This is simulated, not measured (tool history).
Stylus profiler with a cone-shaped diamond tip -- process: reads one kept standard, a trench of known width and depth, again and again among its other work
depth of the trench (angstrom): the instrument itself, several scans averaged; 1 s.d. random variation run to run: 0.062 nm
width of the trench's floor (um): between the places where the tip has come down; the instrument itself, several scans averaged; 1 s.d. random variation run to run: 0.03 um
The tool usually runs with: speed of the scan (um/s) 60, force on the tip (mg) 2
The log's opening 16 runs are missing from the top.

run,hour,speed of the scan (um/s),force on the tip (mg),scans with this tip,hours of work since the height scale was calibrated,depth of the trench (angstrom),width of the trench's floor (um)
17,249.2,46,2,1550,201,5067.2,96.52
18,258.1,46,2,1583,205,5066.5,96.55
19,273.5,46,2,1639,213,5066.4,96.59
20,290.2,46,2,1701,221,5068,96.51
21,309.7,192,2,1772,230,5067.4,95.76
22,326.1,192,2,1833,238,5065.9,95.69
23,343.4,60,2,1896,246,5065.5,96.48
# hour 345.5: height scale calibrated on a step standard
24,362.2,60,2,1964,8,5065.6,96.47

Predict the results of run 25:
25,383.8,174,1.32,2043,18,?,?

depth of the trench (angstrom): 5048.2
width of the trench's floor (um): 95.6
If the tool had no hidden condition, the same run with the same run-to-run variation would have returned depth of the trench (angstrom) 5053.1, width of the trench's floor (um) 95.82.
